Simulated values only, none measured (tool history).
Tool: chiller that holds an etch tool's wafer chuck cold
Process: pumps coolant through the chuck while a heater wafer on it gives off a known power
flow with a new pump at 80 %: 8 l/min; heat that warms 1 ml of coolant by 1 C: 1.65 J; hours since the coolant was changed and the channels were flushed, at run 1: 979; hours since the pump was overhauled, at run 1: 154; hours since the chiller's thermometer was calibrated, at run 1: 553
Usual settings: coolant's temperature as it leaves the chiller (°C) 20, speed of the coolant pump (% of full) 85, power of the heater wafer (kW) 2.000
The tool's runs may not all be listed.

run,day,coolant's temperature as it leaves the chiller (°C),speed of the coolant pump (% of full),power of the heater wafer (kW),hours since the coolant was changed and the channels were flushed,hours since the pump was overhauled,hours since the chiller's thermometer was calibrated,chuck's temperature once it has settled (°C),how much warmer the coolant comes back (C)
1,0.000,20,85,2.000,979,154,553,38.8,8.43
2,1.100,20,85,2.000,1005,180,580,38.7,8.47
3,2.454,20,74,2.000,1038,212,612,40.9,9.96
4,3.925,20,74,2.000,1073,248,648,40.9,9.85
5,5.542,20,74,2.000,1112,287,686,40.9,9.78
6,7.425,20,74,2.000,1157,332,732,40.9,9.88
7,8.258,28,71,1.687,1177,352,752,46.2,8.62
8,9.271,28,71,1.687,1201,376,776,46.2,8.68
9,10.592,11,90,1.557,1233,408,808,25.1,6.09
10,12.517,20,89,2.154,1279,454,854,39.5,8.52

Forecast run 11:
11,14.471,28,85,1.261,1326,501,901,?,?

{"run 11": {"chuck's temperature once it has settled (°C)": 39.7, "how much warmer the coolant comes back (C)": 5.13}}
Without the tool's hidden state the same run would have given chuck's temperature once it has settled (°C) 39.7, how much warmer the coolant comes back (C) 5.34.
